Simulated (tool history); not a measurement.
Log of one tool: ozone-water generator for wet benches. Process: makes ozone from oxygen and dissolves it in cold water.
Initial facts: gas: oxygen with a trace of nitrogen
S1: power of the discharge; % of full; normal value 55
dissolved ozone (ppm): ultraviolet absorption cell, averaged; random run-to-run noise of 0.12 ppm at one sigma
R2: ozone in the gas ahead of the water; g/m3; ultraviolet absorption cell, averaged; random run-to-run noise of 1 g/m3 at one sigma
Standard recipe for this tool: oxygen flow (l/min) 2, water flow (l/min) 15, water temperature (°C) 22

{"run": 1, "day": 0.0, "S1": 55, "oxygen flow (l/min)": 2, "water flow (l/min)": 15, "water temperature (°C)": 22, "dissolved ozone (ppm)": 12, "R2": 164.2}
{"run": 2, "day": 3.092, "S1": 55, "oxygen flow (l/min)": 2, "water flow (l/min)": 15, "water temperature (°C)": 22, "dissolved ozone (ppm)": 12.1, "R2": 163}
{"run": 3, "day": 7.283, "S1": 55, "oxygen flow (l/min)": 2, "water flow (l/min)": 15, "water temperature (°C)": 22, "dissolved ozone (ppm)": 12, "R2": 162.2}
{"run": 4, "day": 10.383, "S1": 55, "oxygen flow (l/min)": 2, "water flow (l/min)": 15, "water temperature (°C)": 22, "dissolved ozone (ppm)": 11.9, "R2": 162}
{"run": 5, "day": 13.279, "S1": 55, "oxygen flow (l/min)": 2, "water flow (l/min)": 15, "water temperature (°C)": 22, "dissolved ozone (ppm)": 12, "R2": 163.2}
{"run": 6, "day": 15.475, "S1": 55, "oxygen flow (l/min)": 2, "water flow (l/min)": 15, "water temperature (°C)": 22, "dissolved ozone (ppm)": 11.8, "R2": 163.1}
{"run": 7, "day": 17.858, "S1": 55, "oxygen flow (l/min)": 2, "water flow (l/min)": 15, "water temperature (°C)": 22, "dissolved ozone (ppm)": 12.1, "R2": 160.2}
{"run": 8, "day": 20.404, "S1": 55, "oxygen flow (l/min)": 2, "water flow (l/min)": 15, "water temperature (°C)": 25, "dissolved ozone (ppm)": 11.7, "R2": 161.5}
{"run": 9, "day": 23.012, "S1": 55, "oxygen flow (l/min)": 1.28, "water flow (l/min)": 15, "water temperature (°C)": 22, "dissolved ozone (ppm)": 10.3, "R2": 192.8}
{"run": 10, "day": 25.238, "S1": 55, "oxygen flow (l/min)": 1.28, "water flow (l/min)": 15, "water temperature (°C)": 22, "dissolved ozone (ppm)": 10.1, "R2": 192.1}
{"run": 11, "day": 28.775, "S1": 55, "oxygen flow (l/min)": 1.28, "water flow (l/min)": 15, "water temperature (°C)": 22, "dissolved ozone (ppm)": 10.1, "R2": 194.4}
{"run": 12, "day": 32.583, "S1": 55, "oxygen flow (l/min)": 2, "water flow (l/min)": 15, "water temperature (°C)": 22, "dissolved ozone (ppm)": 11.8, "R2": 161.1}
{"run": 13, "day": 34.754, "S1": 55, "oxygen flow (l/min)": 2, "water flow (l/min)": 15, "water temperature (°C)": 22, "dissolved ozone (ppm)": 11.8, "R2": 160.3}
{"run": 14, "day": 38.967, "S1": 44, "oxygen flow (l/min)": 2, "water flow (l/min)": 15, "water temperature (°C)": 22, "dissolved ozone (ppm)": 10.3, "R2": 138.5}
{"run": 15, "day": 42.388, "S1": 44, "oxygen flow (l/min)": 2, "water flow (l/min)": 15, "water temperature (°C)": 22, "dissolved ozone (ppm)": 10.2, "R2": 138}
{"run": 16, "day": 45.658, "S1": 44, "oxygen flow (l/min)": 2, "water flow (l/min)": 15, "water temperature (°C)": 22, "dissolved ozone (ppm)": 10.3, "R2": 139.2}
{"run": 17, "day": 49.2, "S1": 44, "oxygen flow (l/min)": 2, "water flow (l/min)": 15, "water temperature (°C)": 22, "dissolved ozone (ppm)": 10.2, "R2": 140}
{"run": 18, "day": 53.117, "S1": 73, "oxygen flow (l/min)": 1.46, "water flow (l/min)": 15, "water temperature (°C)": 22, "dissolved ozone (ppm)": 12.8, "R2": 217}
{"run": 19, "day": 56.954, "S1": 55, "oxygen flow (l/min)": 1.02, "water flow (l/min)": 15, "water temperature (°C)": 22, "dissolved ozone (ppm)": 9.3, "R2": 210}
{"run": 20, "day": 60.317, "S1": 55, "oxygen flow (l/min)": 1.02, "water flow (l/min)": 15, "water temperature (°C)": 22, "dissolved ozone (ppm)": 9.2, "R2": 207.6}
{"run": 21, "day": 63.204, "S1": 57, "oxygen flow (l/min)": 1.85, "water flow (l/min)": 10, "water temperature (°C)": 17, "dissolved ozone (ppm)": 16.6, "R2": 166.5}
{"run": 22, "day": 66.512, "S1": 55, "oxygen flow (l/min)": 2.96, "water flow (l/min)": 15, "water temperature (°C)": 28, "dissolved ozone (ppm)": 11.4, "R2": 134.7}
{"run": 23, "day": 71.012, "S1": 55, "oxygen flow (l/min)": 2.96, "water flow (l/min)": 15, "water temperature (°C)": 28, "dissolved ozone (ppm)": 11.8, "R2": 133.7}
{"run": 24, "day": 75.075, "S1": 55, "oxygen flow (l/min)": 1.33, "water flow (l/min)": 15, "water temperature (°C)": 22, "dissolved ozone (ppm)": 10.1, "R2": 186.7}
{"run": 25, "day": 80.229, "S1": 55, "oxygen flow (l/min)": 1.33, "water flow (l/min)": 14, "water temperature (°C)": 22, "dissolved ozone (ppm)": 10.6, "R2": 185.5}
{"run": 26, "day": 82.946, "S1": 55, "oxygen flow (l/min)": 1.33, "water flow (l/min)": 14, "water temperature (°C)": 22, "dissolved ozone (ppm)": 10.8, "R2": 182.9}
{"run": 27, "day": 85.808, "S1": 64, "oxygen flow (l/min)": 3.54, "water flow (l/min)": 10, "water temperature (°C)": 23, "dissolved ozone (ppm)": 17.7, "R2": 136.8}
{"run": 28, "day": 89.492, "S1": 52, "oxygen flow (l/min)": 2.94, "water flow (l/min)": 15, "water temperature (°C)": 16, "dissolved ozone (ppm)": 12.6, "R2": 129.2}
{"run": 29, "day": 92.292, "S1": 61, "oxygen flow (l/min)": 2.47, "water flow (l/min)": 15, "water temperature (°C)": 16, "dissolved ozone (ppm)": 13.8, "R2": 151}
{"run": 30, "day": 97.146, "S1": 47, "oxygen flow (l/min)": 2, "water flow (l/min)": 15, "water temperature (°C)": 22, "dissolved ozone (ppm)": 10.3, "R2": 141.6}
{"run": 31, "day": 100.267, "S1": 41, "oxygen flow (l/min)": 1.35, "water flow (l/min)": 17, "water temperature (°C)": 18, "dissolved ozone (ppm)": 7.7, "R2": 152.7}
{"run": 32, "day": 103.892, "S1": 41, "oxygen flow (l/min)": 1.35, "water flow (l/min)": 14, "water temperature (°C)": 16, "dissolved ozone (ppm)": 9.3, "R2": 151.4}

Run 33, settings as shown, results not yet in. Your forecast:
{"run": 33, "day": 106.762, "S1": 41, "oxygen flow (l/min)": 1.35, "water flow (l/min)": 14, "water temperature (°C)": 16, "dissolved ozone (ppm)": "?", "R2": "?"}

dissolved ozone (ppm): 9.2
R2: 152.5 g/m3
Had the tool carried no hidden state, the very same run would have given dissolved ozone (ppm) 10.3, R2 166 g/m3.

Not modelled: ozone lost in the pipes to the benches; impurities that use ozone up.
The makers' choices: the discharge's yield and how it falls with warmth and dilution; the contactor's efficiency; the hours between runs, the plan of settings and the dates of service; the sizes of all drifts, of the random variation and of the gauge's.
